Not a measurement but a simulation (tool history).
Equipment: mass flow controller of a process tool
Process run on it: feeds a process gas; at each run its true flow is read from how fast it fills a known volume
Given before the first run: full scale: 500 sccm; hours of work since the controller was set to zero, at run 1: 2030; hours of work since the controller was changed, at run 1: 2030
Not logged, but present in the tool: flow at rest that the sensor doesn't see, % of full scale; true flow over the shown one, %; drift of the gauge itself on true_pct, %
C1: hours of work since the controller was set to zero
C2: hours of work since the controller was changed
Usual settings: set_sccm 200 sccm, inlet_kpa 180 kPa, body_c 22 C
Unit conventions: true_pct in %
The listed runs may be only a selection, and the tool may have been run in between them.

{"run": 1, "day": 0.0, "set_sccm": 200, "inlet_kpa": 180, "body_c": 22, "C1": 2030, "C2": 2030, "true_pct": 99}
{"run": 2, "day": 12.283, "set_sccm": 200, "inlet_kpa": 180, "body_c": 22, "C1": 2235, "C2": 2235, "true_pct": 98.84}
{"run": 3, "day": 22.525, "set_sccm": 200, "inlet_kpa": 205, "body_c": 22, "C1": 2407, "C2": 2407, "true_pct": 98.62}
{"run": 4, "day": 30.025, "set_sccm": 200, "inlet_kpa": 180, "body_c": 30, "C1": 2532, "C2": 2532, "true_pct": 97.96}
{"run": 5, "day": 42.858, "set_sccm": 200, "inlet_kpa": 180, "body_c": 30, "C1": 2747, "C2": 2747, "true_pct": 97.95}
{"run": 6, "day": 50.546, "set_sccm": 200, "inlet_kpa": 180, "body_c": 30, "C1": 2875, "C2": 2875, "true_pct": 97.76}
{"run": 7, "day": 58.354, "set_sccm": 56, "inlet_kpa": 180, "body_c": 22, "C1": 3006, "C2": 3006, "true_pct": 97.77}
{"run": 8, "day": 69.071, "set_sccm": 56, "inlet_kpa": 180, "body_c": 22, "C1": 3185, "C2": 3185, "true_pct": 97.68}
{"run": 9, "day": 76.208, "set_sccm": 56, "inlet_kpa": 180, "body_c": 22, "C1": 3304, "C2": 3304, "true_pct": 97.81}
{"run": 10, "day": 83.171, "set_sccm": 90, "inlet_kpa": 180, "body_c": 22, "C1": 3421, "C2": 3421, "true_pct": 97.75}
{"run": 11, "day": 94.404, "set_sccm": 200, "inlet_kpa": 180, "body_c": 28, "C1": 3609, "C2": 3609, "true_pct": 97.59}
{"run": 12, "day": 101.696, "set_sccm": 200, "inlet_kpa": 180, "body_c": 28, "C1": 3731, "C2": 3731, "true_pct": 97.5}
{"run": 13, "day": 107.821, "set_sccm": 200, "inlet_kpa": 180, "body_c": 28, "C1": 3833, "C2": 3833, "true_pct": 97.76}
{"run": 14, "day": 115.517, "set_sccm": 200, "inlet_kpa": 180, "body_c": 29, "C1": 3962, "C2": 3962, "true_pct": 97.54}
{"run": 15, "day": 127.075, "set_sccm": 200, "inlet_kpa": 180, "body_c": 29, "C1": 4155, "C2": 4155, "true_pct": 97.15}
{"run": 16, "day": 138.946, "set_sccm": 200, "inlet_kpa": 180, "body_c": 29, "C1": 4353, "C2": 4353, "true_pct": 97.28}
{"run": 17, "day": 145.367, "set_sccm": 200, "inlet_kpa": 180, "body_c": 29, "C1": 4461, "C2": 4461, "true_pct": 97.12}
{"day": 148.379, "done": "gauge calibrated"}
{"run": 18, "day": 155.696, "set_sccm": 200, "inlet_kpa": 180, "body_c": 29, "C1": 4633, "C2": 4633, "true_pct": 98.15}
{"run": 19, "day": 161.15, "set_sccm": 167, "inlet_kpa": 230, "body_c": 30, "C1": 4725, "C2": 4725, "true_pct": 97.71}
{"run": 20, "day": 170.317, "set_sccm": 319, "inlet_kpa": 165, "body_c": 22, "C1": 4878, "C2": 4878, "true_pct": 99.31}
{"run": 21, "day": 183.104, "set_sccm": 76, "inlet_kpa": 195, "body_c": 21, "C1": 5092, "C2": 5092, "true_pct": 98.12}
{"run": 22, "day": 194.667, "set_sccm": 76, "inlet_kpa": 195, "body_c": 21, "C1": 5285, "C2": 5285, "true_pct": 98.1}
{"run": 23, "day": 202.483, "set_sccm": 76, "inlet_kpa": 195, "body_c": 21, "C1": 5416, "C2": 5416, "true_pct": 98}
{"run": 24, "day": 212.671, "set_sccm": 187, "inlet_kpa": 180, "body_c": 24, "C1": 5586, "C2": 5586, "true_pct": 98.1}
{"run": 25, "day": 222.754, "set_sccm": 187, "inlet_kpa": 180, "body_c": 24, "C1": 5755, "C2": 5755, "true_pct": 98.02}
{"run": 26, "day": 233.646, "set_sccm": 313, "inlet_kpa": 163, "body_c": 22, "C1": 5937, "C2": 5937, "true_pct": 98.81}
{"run": 27, "day": 245.529, "set_sccm": 313, "inlet_kpa": 163, "body_c": 22, "C1": 6136, "C2": 6136, "true_pct": 98.87}
{"run": 28, "day": 253.742, "set_sccm": 313, "inlet_kpa": 163, "body_c": 22, "C1": 6273, "C2": 6273, "true_pct": 98.82}
{"run": 29, "day": 264.425, "set_sccm": 66, "inlet_kpa": 220, "body_c": 22, "C1": 6451, "C2": 6451, "true_pct": 97.18}
{"run": 30, "day": 274.138, "set_sccm": 66, "inlet_kpa": 220, "body_c": 22, "C1": 6614, "C2": 6614, "true_pct": 97.19}
{"run": 31, "day": 283.962, "set_sccm": 111, "inlet_kpa": 146, "body_c": 21, "C1": 6778, "C2": 6778, "true_pct": 97.66}
{"run": 32, "day": 295.783, "set_sccm": 200, "inlet_kpa": 279, "body_c": 22, "C1": 6976, "C2": 6976, "true_pct": 97.44}
{"run": 33, "day": 304.921, "set_sccm": 272, "inlet_kpa": 186, "body_c": 38, "C1": 7129, "C2": 7129, "true_pct": 96.75}
{"run": 34, "day": 315.792, "set_sccm": 126, "inlet_kpa": 191, "body_c": 38, "C1": 7310, "C2": 7310, "true_pct": 95.92}
{"run": 35, "day": 324.921, "set_sccm": 100, "inlet_kpa": 180, "body_c": 22, "C1": 7463, "C2": 7463, "true_pct": 97.07}
{"day": 333.871, "done": "controller's zero set anew"}
{"run": 36, "day": 336.671, "set_sccm": 100, "inlet_kpa": 180, "body_c": 22, "C1": 47, "C2": 7659, "true_pct": 97.04}

Difference, measured minus no-hidden-state, one row per run. Run-to-run variation is common to both terms; the gauge's own scatter need not be:
run=1 true_pct=+0
run=2 true_pct=-0.09
run=3 true_pct=-0.17
run=4 true_pct=-0.23
run=5 true_pct=-0.32
run=6 true_pct=-0.37
run=7 true_pct=-0.44
run=8 true_pct=-0.52
run=9 true_pct=-0.57
run=10 true_pct=-0.61
run=11 true_pct=-0.69
run=12 true_pct=-0.75
run=13 true_pct=-0.8
run=14 true_pct=-0.85
run=15 true_pct=-0.94
run=16 true_pct=-1.02
run=17 true_pct=-1.08
run=18 true_pct=-0.05
run=19 true_pct=-0.1
run=20 true_pct=-0.17
run=21 true_pct=-0.27
run=22 true_pct=-0.35
run=23 true_pct=-0.41
run=24 true_pct=-0.48
run=25 true_pct=-0.56
run=26 true_pct=-0.63
run=27 true_pct=-0.72
run=28 true_pct=-0.79
run=29 true_pct=-0.87
run=30 true_pct=-0.94
run=31 true_pct=-1.02
run=32 true_pct=-1.1
run=33 true_pct=-1.15
run=34 true_pct=-1.23
run=35 true_pct=-1.31
run=36 true_pct=-1.38
